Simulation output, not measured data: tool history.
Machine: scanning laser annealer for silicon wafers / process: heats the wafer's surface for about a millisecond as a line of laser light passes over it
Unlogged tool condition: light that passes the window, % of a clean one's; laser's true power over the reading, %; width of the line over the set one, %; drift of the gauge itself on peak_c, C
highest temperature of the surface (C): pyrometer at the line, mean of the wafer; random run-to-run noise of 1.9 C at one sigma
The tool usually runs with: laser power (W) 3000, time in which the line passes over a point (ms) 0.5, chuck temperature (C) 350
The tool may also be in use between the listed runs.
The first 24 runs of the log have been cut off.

run    hour  laser power (W)  time in which the line passes over a point (ms)  chuck temperature (C)  hours of work since the window was cleaned  hours of work since the power meter was calibrated  hours of work since the optics were aligned  highest temperature of the surface (C)
 25     616             3068                                            0.511                    343                                         478                                                 698                                         1387                                    1087
 26   637.8             3000                                            0.435                    355                                         494                                                 714                                         1403                                    1023
 27   662.7             3000                                            0.435                    355                                         512                                                 732                                         1421                                    1019
 28   690.9             2603                                            0.419                    355                                         533                                                 753                                         1441                                     894
 29   727.1             3150                                             0.46                    350                                         559                                                 779                                         1468                                    1082
 30   750.8             2981                                            0.458                    354                                         576                                                 796                                         1485                                    1033
 31     773             2981                                            0.458                    354                                         592                                                 813                                         1501                                    1031
 32   788.2             2739                                              0.5                    361                                         603                                                 824                                         1512                                     989
      795.3  -- window over the wafer cleaned
 33   820.4             2869                                            0.578                    372                                          18                                                 846                                         1534                                    1100
 34     854             2869                                            0.578                    372                                          43                                                 870                                         1558                                    1104
 35   874.7             3187                                            0.354                    350                                          58                                                 885                                         1574                                    1013
 36   905.1             3187                                            0.354                    350                                          80                                                 907                                         1596                                    1015
      924.6  -- optics aligned, line set to its width
 37   939.8             3035                                            0.509                    371                                         101                                                 929                                           11                                    1136
 38   956.6             2909                                            0.353                    340                                         114                                                 941                                           23                                     947
 39   988.5             2871                                            0.551                    339                                         137                                                 964                                           46                                    1074
 40  1014.1             3139                                            0.388                    329                                         156                                                 983                                           65                                    1033
 41  1049.2             3139                                            0.388                    329                                         181                                                1008                                           91                                    1031

4 options for the next run, each taken on its own from the tool as it stands now. Forecast them:
  A  1070.7             3000                                              0.5                    382                                         197                                                1024                                          106                                       ?
  B  1070.7             3139                                            0.425                    329                                         197                                                1024                                          106                                       ?
  C  1070.7             3000                                            0.417                    350                                         197                                                1024                                          106                                       ?
  D  1070.7             3018                                            0.354                    329                                         197                                                1024                                          106                                       ?

run  highest temperature of the surface (C)
  A                                    1127
  B                                    1063
  C                                    1031
  D                                     965
With no hidden state in the tool, these same runs would have given:
run  highest temperature of the surface (C)
  A                                    1141
  B                                    1076
  C                                    1044
  D                                     977
